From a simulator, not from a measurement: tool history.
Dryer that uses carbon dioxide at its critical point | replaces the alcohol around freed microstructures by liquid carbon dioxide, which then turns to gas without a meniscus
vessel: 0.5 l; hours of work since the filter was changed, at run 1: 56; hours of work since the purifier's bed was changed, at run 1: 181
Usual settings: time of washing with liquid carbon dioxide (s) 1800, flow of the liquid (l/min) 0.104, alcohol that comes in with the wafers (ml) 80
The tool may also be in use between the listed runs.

run,hour,time of washing with liquid carbon dioxide (s),flow of the liquid (l/min),alcohol that comes in with the wafers (ml),hours of work since the filter was changed,hours of work since the purifier's bed was changed,alcohol left in the vessel before it's heated (ppm by volume)
1,0,1800,0.104,80,56,181,1079
2,11.9,1800,0.104,80,62,187,1120
3,23.8,1740,0.104,80,68,193,1286
4,31.2,1740,0.104,80,72,196,1266
5,36.9,1800,0.104,80,75,199,1125
6,48.2,1260,0.104,80,80,205,5050
7,53.5,1800,0.104,80,83,207,1136
8,65.6,1800,0.104,80,89,213,1151
9,77.3,1800,0.104,80,95,219,1142
10,82.7,1800,0.104,80,97,222,1133
11,93,1800,0.104,80,102,227,1150
12,101.5,1800,0.09,80,107,231,2363
13,109.6,1800,0.09,80,111,235,2359
14,115,1800,0.09,80,113,238,2402
15,125.4,1800,0.104,80,119,243,1188
16,132.8,1800,0.104,80,122,247,1212
17,143.8,1800,0.104,80,128,252,1216
18,155.1,1800,0.104,69,133,258,1072
19,162.5,1800,0.104,69,137,262,1079
20,171,1800,0.104,80,141,266,1274
21,177.2,1800,0.104,40,144,269,652
22,189.1,1800,0.154,80,150,275,145
23,197.7,1800,0.154,80,155,279,144
24,208.3,1380,0.105,114,160,285,5370
25,213.9,1620,0.105,24,163,287,610
26,219.6,2220,0.172,91,166,290,60
27,227.5,2220,0.172,91,170,294,50
28,236.7,2220,0.172,91,174,299,67
29,243.9,1680,0.126,61,178,302,532
30,250.2,1140,0.104,36,181,306,3460
31,262.3,1140,0.104,36,187,312,3455
32,270,1140,0.104,28,191,315,2760
33,280.7,2820,0.104,65,196,321,121
34,287.8,2640,0.104,21,200,324,97
35,293.5,1980,0.104,54,202,327,607
36,300.4,2280,0.062,61,206,331,3864
37,305.3,1800,0.083,26,208,333,1252
38,310.4,2160,0.095,61,211,336,737
39,321,2040,0.116,48,216,341,277
40,326,2040,0.116,48,219,343,287
41,335.7,1800,0.102,80,223,348,1597
42,347,1800,0.102,80,229,354,1576
43,356.5,2220,0.065,69,234,359,4188
44,367.8,2220,0.065,69,239,364,4063
45,377.9,1620,0.104,80,244,369,2311
46,389.8,2040,0.104,80,250,375,851

4 ways to go on from here, each from the tool as it stands after run 46. What would each give?
A,396.2,1200,0.104,80,254,378,?
B,396.2,2040,0.128,29,254,378,?
C,396.2,1380,0.104,61,254,378,?
D,396.2,1740,0.092,26,254,378,?

run,alcohol left in the vessel before it's heated (ppm by volume)
A,7189
B,131
C,3405
D,1057
Without the tool's hidden state the same runs would have given:
run,alcohol left in the vessel before it's heated (ppm by volume)
A,5269
B,38
C,2368
D,684
